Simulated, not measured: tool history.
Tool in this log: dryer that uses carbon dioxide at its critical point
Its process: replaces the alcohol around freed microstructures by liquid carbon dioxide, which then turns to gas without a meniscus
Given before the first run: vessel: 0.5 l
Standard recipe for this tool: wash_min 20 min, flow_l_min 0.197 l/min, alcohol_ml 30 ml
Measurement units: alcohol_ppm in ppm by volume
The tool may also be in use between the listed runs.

{"run": 1, "hour": 0.0, "wash_min": 20, "flow_l_min": 0.197, "alcohol_ml": 30, "alcohol_ppm": 124}
{"run": 2, "hour": 11.0, "wash_min": 20, "flow_l_min": 0.197, "alcohol_ml": 70, "alcohol_ppm": 257}
{"run": 3, "hour": 23.5, "wash_min": 23, "flow_l_min": 0.197, "alcohol_ml": 30, "alcohol_ppm": 70}
{"run": 4, "hour": 34.2, "wash_min": 16, "flow_l_min": 0.197, "alcohol_ml": 30, "alcohol_ppm": 372}
{"hour": 50.2, "done": "inlet filter changed"}
{"run": 5, "hour": 52.4, "wash_min": 20, "flow_l_min": 0.197, "alcohol_ml": 107, "alcohol_ppm": 197}
{"run": 6, "hour": 70.0, "wash_min": 20, "flow_l_min": 0.197, "alcohol_ml": 107, "alcohol_ppm": 205}
{"run": 7, "hour": 88.1, "wash_min": 20, "flow_l_min": 0.166, "alcohol_ml": 107, "alcohol_ppm": 523}
{"run": 8, "hour": 105.8, "wash_min": 20, "flow_l_min": 0.166, "alcohol_ml": 107, "alcohol_ppm": 565}
{"run": 9, "hour": 125.0, "wash_min": 20, "flow_l_min": 0.166, "alcohol_ml": 107, "alcohol_ppm": 559}
{"run": 10, "hour": 144.2, "wash_min": 20, "flow_l_min": 0.166, "alcohol_ml": 107, "alcohol_ppm": 579}
{"run": 11, "hour": 163.1, "wash_min": 20, "flow_l_min": 0.166, "alcohol_ml": 107, "alcohol_ppm": 588}
{"run": 12, "hour": 171.8, "wash_min": 20, "flow_l_min": 0.197, "alcohol_ml": 30, "alcohol_ppm": 89}
{"run": 13, "hour": 183.2, "wash_min": 20, "flow_l_min": 0.197, "alcohol_ml": 30, "alcohol_ppm": 97}
{"run": 14, "hour": 191.2, "wash_min": 17, "flow_l_min": 0.197, "alcohol_ml": 30, "alcohol_ppm": 198}
{"run": 15, "hour": 201.4, "wash_min": 17, "flow_l_min": 0.197, "alcohol_ml": 30, "alcohol_ppm": 198}
{"run": 16, "hour": 217.0, "wash_min": 20, "flow_l_min": 0.197, "alcohol_ml": 61, "alcohol_ppm": 153}
{"run": 17, "hour": 231.6, "wash_min": 20, "flow_l_min": 0.197, "alcohol_ml": 61, "alcohol_ppm": 168}
{"run": 18, "hour": 242.1, "wash_min": 20, "flow_l_min": 0.197, "alcohol_ml": 61, "alcohol_ppm": 159}
{"run": 19, "hour": 254.5, "wash_min": 20, "flow_l_min": 0.197, "alcohol_ml": 61, "alcohol_ppm": 169}
{"run": 20, "hour": 264.6, "wash_min": 20, "flow_l_min": 0.197, "alcohol_ml": 61, "alcohol_ppm": 171}
{"run": 21, "hour": 278.7, "wash_min": 20, "flow_l_min": 0.197, "alcohol_ml": 29, "alcohol_ppm": 102}
{"run": 22, "hour": 288.9, "wash_min": 20, "flow_l_min": 0.197, "alcohol_ml": 29, "alcohol_ppm": 111}
{"run": 23, "hour": 299.2, "wash_min": 29, "flow_l_min": 0.197, "alcohol_ml": 69, "alcohol_ppm": 63}
{"run": 24, "hour": 317.9, "wash_min": 20, "flow_l_min": 0.154, "alcohol_ml": 54, "alcohol_ppm": 530}
{"run": 25, "hour": 328.1, "wash_min": 20, "flow_l_min": 0.154, "alcohol_ml": 54, "alcohol_ppm": 569}
{"run": 26, "hour": 340.2, "wash_min": 20, "flow_l_min": 0.154, "alcohol_ml": 54, "alcohol_ppm": 567}
{"run": 27, "hour": 351.3, "wash_min": 15, "flow_l_min": 0.271, "alcohol_ml": 22, "alcohol_ppm": 86}
{"run": 28, "hour": 364.5, "wash_min": 18, "flow_l_min": 0.15, "alcohol_ml": 113, "alcohol_ppm": 2097}
{"run": 29, "hour": 379.6, "wash_min": 18, "flow_l_min": 0.15, "alcohol_ml": 113, "alcohol_ppm": 2152}
{"run": 30, "hour": 391.8, "wash_min": 29, "flow_l_min": 0.32, "alcohol_ml": 30, "alcohol_ppm": 62}
{"run": 31, "hour": 408.1, "wash_min": 29, "flow_l_min": 0.289, "alcohol_ml": 30, "alcohol_ppm": 55}
{"run": 32, "hour": 416.7, "wash_min": 29, "flow_l_min": 0.289, "alcohol_ml": 30, "alcohol_ppm": 50}
{"run": 33, "hour": 428.2, "wash_min": 16, "flow_l_min": 0.197, "alcohol_ml": 30, "alcohol_ppm": 319}
{"run": 34, "hour": 445.4, "wash_min": 26, "flow_l_min": 0.119, "alcohol_ml": 29, "alcohol_ppm": 355}
{"run": 35, "hour": 456.2, "wash_min": 26, "flow_l_min": 0.119, "alcohol_ml": 29, "alcohol_ppm": 347}
{"run": 36, "hour": 464.7, "wash_min": 26, "flow_l_min": 0.263, "alcohol_ml": 32, "alcohol_ppm": 58}
{"run": 37, "hour": 474.9, "wash_min": 26, "flow_l_min": 0.263, "alcohol_ml": 32, "alcohol_ppm": 62}
{"run": 38, "hour": 487.2, "wash_min": 26, "flow_l_min": 0.263, "alcohol_ml": 32, "alcohol_ppm": 73}
{"run": 39, "hour": 502.3, "wash_min": 19, "flow_l_min": 0.207, "alcohol_ml": 87, "alcohol_ppm": 303}
{"run": 40, "hour": 516.3, "wash_min": 25, "flow_l_min": 0.207, "alcohol_ml": 30, "alcohol_ppm": 79}

Run 41 is up next; what results do you expect?
{"run": 41, "hour": 524.9, "wash_min": 20, "flow_l_min": 0.272, "alcohol_ml": 101, "alcohol_ppm": "?"}

alcohol_ppm: 87 ppm by volume
With no hidden state in the tool, this same run would have given alcohol_ppm 13 ppm by volume.
